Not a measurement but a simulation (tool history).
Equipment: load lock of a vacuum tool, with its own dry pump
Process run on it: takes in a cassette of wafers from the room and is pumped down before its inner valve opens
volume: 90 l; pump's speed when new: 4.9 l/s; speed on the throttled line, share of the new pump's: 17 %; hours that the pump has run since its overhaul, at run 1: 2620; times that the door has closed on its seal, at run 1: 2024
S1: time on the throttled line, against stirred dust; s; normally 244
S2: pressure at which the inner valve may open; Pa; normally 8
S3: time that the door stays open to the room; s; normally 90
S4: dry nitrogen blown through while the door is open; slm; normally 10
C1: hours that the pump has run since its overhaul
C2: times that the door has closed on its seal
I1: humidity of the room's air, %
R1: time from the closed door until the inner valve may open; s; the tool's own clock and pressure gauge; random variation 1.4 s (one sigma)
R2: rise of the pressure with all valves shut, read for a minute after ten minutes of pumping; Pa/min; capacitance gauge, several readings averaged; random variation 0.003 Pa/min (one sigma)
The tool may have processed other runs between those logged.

run	hour	S1	S2	S3	S4	C1	C2	I1	R1	R2
1	0	244	8	90	10	2620	2024	45.7	382.5	0.059
2	106.8	244	8	90	4	2727	2178	46.8	381.8	0.067
3	234	244	8	90	4	2854	2361	47.3	381	0.072
4	318.1	244	8	90	4	2938	2483	43.1	380	0.07
5	400.6	244	8	90	4	3021	2602	46.7	380.2	0.072
6	472.2	259	8	90	10	3092	2705	50.5	393.3	0.063
7	577.5	297	8	90	10	3198	2857	45.4	424.5	0.058
8	679.8	297	7	90	10	3300	3004	48.5	426.8	0.062
9	785.2	297	7	90	10	3405	3156	46.1	429.3	0.059
10	873.4	244	8	90	10	3493	3283	43.6	383.2	0.062
11	1000	244	8	90	10	3620	3465	47	381.8	0.061
12	1110.9	244	8	90	10	3731	3625	43.5	381.9	0.066
13	1220.3	244	8	90	10	3840	3783	40.4	382.7	0.061
14	1353.2	244	8	90	10	3973	3975	44.3	384.3	0.063
15	1439.9	244	8	90	8	4060	4100	48.5	381.4	0.078
16	1499.7	244	8	72	10	4120	4186	43.2	386.6	0.062
17	1619.1	244	8	90	10	4239	4358	44.5	380.9	0.065
18	1679.3	244	8	90	10	4299	4445	44.4	384.7	0.07
19	1794.2	244	8	90	10	4414	4610	45.5	382.2	0.076
20	1859.1	149	8	42	7	4479	4704	46.9	306.3	0.062
21	1987.3	126	8	27	10	4607	4889	47.1	285.5	0.054
22	2090.8	126	11	27	10	4711	5038	47.5	281.1	0.054
23	2198.3	126	11	27	10	4818	5193	44.2	280.8	0.051
24	2337.7	347	8	37	14	4958	5394	45.3	467.4	0.054
25	2455.6	244	14	115	10	5076	5563	46.9	372.2	0.085
26	2542.8	215	13	142	41	5163	5689	44.9	352.4	0.067
27	2643.8	181	11	154	9	5264	5835	46.6	328.7	0.104
28	2717.5	181	11	154	9	5338	5941	44.6	326.7	0.101
29	2802	166	8	90	8	5422	6063	44.2	322	0.083
30	2887	244	8	54	10	5507	6185	44.7	384.9	0.075
31	2955.6	172	8	214	12	5576	6284	43.6	327	0.114
32	3017.9	172	8	214	12	5638	6374	45.8	325.7	0.118
33	3115.4	172	8	214	12	5735	6514	44.3	324.1	0.116
34	3203.8	332	7	90	6	5824	6642	45.1	459.7	0.096

Predict the results of run 35:
35	3272.3	400	12	90	10	5892	6741	47.9	?	?

Logged for run 35: R1 505.8 s, R2 0.098 Pa/min.
On a tool with no hidden condition, and with the same random variation, this run would have come out at R1 498.8 s, R2 0.054 Pa/min.
